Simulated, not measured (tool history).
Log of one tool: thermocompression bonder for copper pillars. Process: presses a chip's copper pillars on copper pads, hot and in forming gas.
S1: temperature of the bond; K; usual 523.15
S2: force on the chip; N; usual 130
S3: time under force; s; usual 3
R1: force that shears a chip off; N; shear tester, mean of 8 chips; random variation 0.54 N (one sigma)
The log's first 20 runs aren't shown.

run 21 hour=347.2 | S1=543.15 S2=179 S3=3 | R1=123.4
-- hour=358.4 heater calibrated with a thermocouple chip, once more
run 22 hour=374.1 | S1=550.15 S2=79 S3=2 | R1=68.4
run 23 hour=395.8 | S1=499.15 S2=166 S3=3 | R1=87.1
run 24 hour=411.1 | S1=530.15 S2=130 S3=6 | R1=111.2
-- hour=424.9 forming gas filter changed
run 25 hour=435.1 | S1=530.15 S2=130 S3=6 | R1=120
run 26 hour=457.1 | S1=530.15 S2=173 S3=3 | R1=121.3
run 27 hour=478.9 | S1=530.15 S2=173 S3=3 | R1=121.3
run 28 hour=502.6 | S1=545.15 S2=92 S3=3 | R1=91.9
run 29 hour=515.9 | S1=504.15 S2=143 S3=3 | R1=88.4
run 30 hour=536.4 | S1=512.15 S2=139 S3=9 | R1=118.8
run 31 hour=552.7 | S1=512.15 S2=139 S3=9 | R1=119.7
run 32 hour=570.4 | S1=512.15 S2=139 S3=9 | R1=119.6

4 ways to go on from here, each from the tool as it stands after run 32. What would each give?
run A hour=588.2 | S1=512.15 S2=184 S3=9 | R1=?
run B hour=588.2 | S1=526.15 S2=120 S3=9 | R1=?
run C hour=588.2 | S1=510.15 S2=130 S3=3 | R1=?
run D hour=588.2 | S1=525.15 S2=105 S3=3 | R1=?

run=A R1=132.3
run=B R1=120.7
run=C R1=87
run=D R1=84.7
Without the tool's hidden state the same runs would have given:
run=A R1=132.8
run=B R1=119.9
run=C R1=84.5
run=D R1=82.2

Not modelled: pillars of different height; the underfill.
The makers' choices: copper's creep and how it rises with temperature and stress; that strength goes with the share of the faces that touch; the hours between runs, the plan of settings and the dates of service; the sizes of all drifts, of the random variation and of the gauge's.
